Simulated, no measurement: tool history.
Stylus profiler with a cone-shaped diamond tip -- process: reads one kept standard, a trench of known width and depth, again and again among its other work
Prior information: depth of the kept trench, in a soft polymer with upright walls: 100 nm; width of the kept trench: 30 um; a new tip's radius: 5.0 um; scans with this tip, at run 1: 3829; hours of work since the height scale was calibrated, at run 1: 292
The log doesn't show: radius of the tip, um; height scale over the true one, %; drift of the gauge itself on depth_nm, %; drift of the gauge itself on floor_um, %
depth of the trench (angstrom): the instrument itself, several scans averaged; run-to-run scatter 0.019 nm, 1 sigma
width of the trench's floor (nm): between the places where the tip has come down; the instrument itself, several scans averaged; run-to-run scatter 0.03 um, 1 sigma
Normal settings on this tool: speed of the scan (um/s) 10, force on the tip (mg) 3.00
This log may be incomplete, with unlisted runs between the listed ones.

run	hour	speed of the scan (um/s)	force on the tip (mg)	scans with this tip	hours of work since the height scale was calibrated	depth of the trench (angstrom)	width of the trench's floor (nm)
1	0.0	10	3.00	3829	292	1012.1	27370
2	59.6	10	3.00	4234	323	1012.0	27300
3	103.6	10	3.00	4533	346	1012.0	27200
4	133.9	2	3.00	4739	361	1012.2	27300
5	197.0	2	3.00	5168	394	1011.3	27210
6	225.3	2	3.00	5360	409	1012.2	27190
7	256.7	2	3.00	5574	425	1012.2	27140
8	318.9	2	3.00	5996	457	1011.8	27050
9	347.5	2	3.00	6191	472	1011.8	27060
10	397.8	2	3.00	6533	498	1011.8	27000
11	439.7	10	3.00	6818	520	1011.7	26970
12	474.4	24	3.00	7054	538	1011.6	26910
13	510.8	10	1.01	7301	557	1005.4	26860
14	550.6	10	1.01	7571	577	1005.1	26840
15	601.1	10	3.00	7915	604	1011.6	26810
16	638.4	10	3.00	8168	623	1011.5	26820
17	679.1	3	3.00	8445	644	1012.0	26810
18	710.4	20	3.00	8658	660	1011.4	26730
19	755.8	25	3.00	8967	684	1011.4	26660
# hour 761.3: new tip fitted, height scale calibrated
20	790.0	10	3.00	196	15	1012.7	27960
21	846.2	10	3.00	578	44	1012.8	27850
22	907.6	10	3.00	995	76	1012.6	27790
23	958.3	10	3.00	1340	102	1012.2	27750
24	1010.5	8	3.46	1694	129	1013.5	27700
25	1041.6	16	4.81	1905	145	1017.3	27620
26	1067.2	13	1.97	2080	159	1009.1	27630
27	1111.2	13	1.97	2379	181	1009.0	27610
28	1163.2	39	1.61	2732	208	1008.0	27350
29	1221.9	11	1.03	3131	239	1006.0	27440
30	1274.8	22	2.97	3491	266	1012.2	27370
31	1319.7	2	6.72	3796	289	1021.2	27410
32	1368.4	10	5.53	4127	315	1018.4	27410
33	1421.7	10	5.53	4490	342	1018.3	27270
34	1470.3	3	2.96	4820	368	1011.5	27280
35	1502.8	39	3.00	5041	384	1011.9	27060
36	1562.3	6	3.00	5445	415	1011.5	27200
37	1607.3	6	7.25	5751	439	1021.6	27130
38	1655.6	3	8.22	6080	464	1023.9	27120
39	1714.4	3	2.10	6479	494	1009.0	27040
40	1752.0	3	2.10	6735	514	1009.3	27040
41	1806.9	8	1.01	7108	542	1005.0	26980
42	1839.1	10	5.88	7327	559	1018.8	26960
43	1897.3	10	5.88	7723	589	1018.4	26910
44	1932.8	37	1.19	7964	607	1005.7	26700
45	1989.0	37	1.19	8346	636	1005.7	26620

Predict each of these 4 candidate next runs independently; none follows another, all start after run 45:
A	2042.0	10	3.25	8707	664	?	?
B	2042.0	25	3.17	8707	664	?	?
C	2042.0	2	3.70	8707	664	?	?
D	2042.0	32	1.01	8707	664	?	?

run	depth of the trench (angstrom)	width of the trench's floor (nm)
A	1011.9	26780
B	1011.8	26670
C	1013.2	26820
D	1005.2	26620
With the hidden condition removed and each run's random variation left untouched, the same runs would have given:
run	depth of the trench (angstrom)	width of the trench's floor (nm)
A	1013.1	27950
B	1013.1	27840
C	1014.4	27990
D	1006.4	27780

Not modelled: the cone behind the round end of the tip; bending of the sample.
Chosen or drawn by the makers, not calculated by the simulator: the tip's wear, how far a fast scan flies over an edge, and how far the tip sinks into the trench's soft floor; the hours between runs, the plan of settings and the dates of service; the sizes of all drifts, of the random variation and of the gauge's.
